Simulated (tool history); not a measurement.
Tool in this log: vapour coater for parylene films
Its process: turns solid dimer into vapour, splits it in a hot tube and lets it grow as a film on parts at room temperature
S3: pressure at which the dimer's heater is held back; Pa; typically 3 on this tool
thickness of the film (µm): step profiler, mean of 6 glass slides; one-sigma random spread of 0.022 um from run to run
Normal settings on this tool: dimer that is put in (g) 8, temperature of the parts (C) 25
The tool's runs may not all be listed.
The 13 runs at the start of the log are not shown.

{"run": 14, "hour": 744.8, "dimer that is put in (g)": 10, "temperature of the parts (C)": 25, "S3": 3, "thickness of the film (µm)": 1.6}
{"run": 15, "hour": 786.4, "dimer that is put in (g)": 10, "temperature of the parts (C)": 25, "S3": 3, "thickness of the film (µm)": 1.58}
{"run": 16, "hour": 848.5, "dimer that is put in (g)": 10, "temperature of the parts (C)": 25, "S3": 3, "thickness of the film (µm)": 1.61}
{"run": 17, "hour": 913.9, "dimer that is put in (g)": 10, "temperature of the parts (C)": 25, "S3": 3, "thickness of the film (µm)": 1.6}
{"hour": 946.5, "done": "trap's valve overhauled"}
{"run": 18, "hour": 966.8, "dimer that is put in (g)": 4, "temperature of the parts (C)": 25, "S3": 3, "thickness of the film (µm)": 0.68}
{"run": 19, "hour": 1003.2, "dimer that is put in (g)": 4, "temperature of the parts (C)": 25, "S3": 3, "thickness of the film (µm)": 0.63}
{"run": 20, "hour": 1039.1, "dimer that is put in (g)": 8, "temperature of the parts (C)": 26, "S3": 6.07, "thickness of the film (µm)": 1.21}
{"run": 21, "hour": 1077.9, "dimer that is put in (g)": 7, "temperature of the parts (C)": 26, "S3": 11.15, "thickness of the film (µm)": 0.96}
{"run": 22, "hour": 1128.5, "dimer that is put in (g)": 7, "temperature of the parts (C)": 34, "S3": 11.15, "thickness of the film (µm)": 0.82}
{"run": 23, "hour": 1178.9, "dimer that is put in (g)": 3, "temperature of the parts (C)": 18, "S3": 8.05, "thickness of the film (µm)": 0.51}
{"run": 24, "hour": 1240.7, "dimer that is put in (g)": 4, "temperature of the parts (C)": 26, "S3": 4.17, "thickness of the film (µm)": 0.58}
{"run": 25, "hour": 1290.2, "dimer that is put in (g)": 6, "temperature of the parts (C)": 33, "S3": 6.46, "thickness of the film (µm)": 0.73}
{"run": 26, "hour": 1334.2, "dimer that is put in (g)": 6, "temperature of the parts (C)": 30, "S3": 5.55, "thickness of the film (µm)": 0.79}
{"run": 27, "hour": 1396.8, "dimer that is put in (g)": 8, "temperature of the parts (C)": 26, "S3": 3.24, "thickness of the film (µm)": 1.21}
{"run": 28, "hour": 1430.9, "dimer that is put in (g)": 7, "temperature of the parts (C)": 28, "S3": 10.73, "thickness of the film (µm)": 0.82}
{"hour": 1508.1, "done": "trap's valve overhauled"}
{"run": 29, "hour": 1510.8, "dimer that is put in (g)": 7, "temperature of the parts (C)": 28, "S3": 10.73, "thickness of the film (µm)": 0.96}
{"run": 30, "hour": 1571.7, "dimer that is put in (g)": 12, "temperature of the parts (C)": 21, "S3": 2.79, "thickness of the film (µm)": 2.22}
{"run": 31, "hour": 1622.2, "dimer that is put in (g)": 4, "temperature of the parts (C)": 20, "S3": 2.23, "thickness of the film (µm)": 0.79}
{"run": 32, "hour": 1695.6, "dimer that is put in (g)": 5, "temperature of the parts (C)": 18, "S3": 3, "thickness of the film (µm)": 0.94}
{"run": 33, "hour": 1761.7, "dimer that is put in (g)": 11, "temperature of the parts (C)": 28, "S3": 3.65, "thickness of the film (µm)": 1.6}
{"run": 34, "hour": 1799.4, "dimer that is put in (g)": 11, "temperature of the parts (C)": 28, "S3": 3.65, "thickness of the film (µm)": 1.59}

Predict each of these 4 candidate next runs independently; none follows another, all start after run 34:
{"hour": 1809.7, "done": "table's thermometer calibrated"}
{"run": "A", "hour": 1864.9, "dimer that is put in (g)": 11, "temperature of the parts (C)": 22, "S3": 3.65, "thickness of the film (µm)": "?"}
{"hour": 1809.7, "done": "table's thermometer calibrated"}
{"run": "B", "hour": 1864.9, "dimer that is put in (g)": 8, "temperature of the parts (C)": 27, "S3": 3, "thickness of the film (µm)": "?"}
{"hour": 1809.7, "done": "table's thermometer calibrated"}
{"run": "C", "hour": 1864.9, "dimer that is put in (g)": 7, "temperature of the parts (C)": 28, "S3": 3.65, "thickness of the film (µm)": "?"}
{"hour": 1809.7, "done": "table's thermometer calibrated"}
{"run": "D", "hour": 1864.9, "dimer that is put in (g)": 5, "temperature of the parts (C)": 22, "S3": 8.19, "thickness of the film (µm)": "?"}

run=A thickness_of_the_film_(µm)=1.85
run=B thickness_of_the_film_(µm)=1.19
run=C thickness_of_the_film_(µm)=1.03
run=D thickness_of_the_film_(µm)=0.73
With no hidden state in the tool, these same runs would have given:
run=A thickness_of_the_film_(µm)=1.99
run=B thickness_of_the_film_(µm)=1.28
run=C thickness_of_the_film_(µm)=1.11
run=D thickness_of_the_film_(µm)=0.79
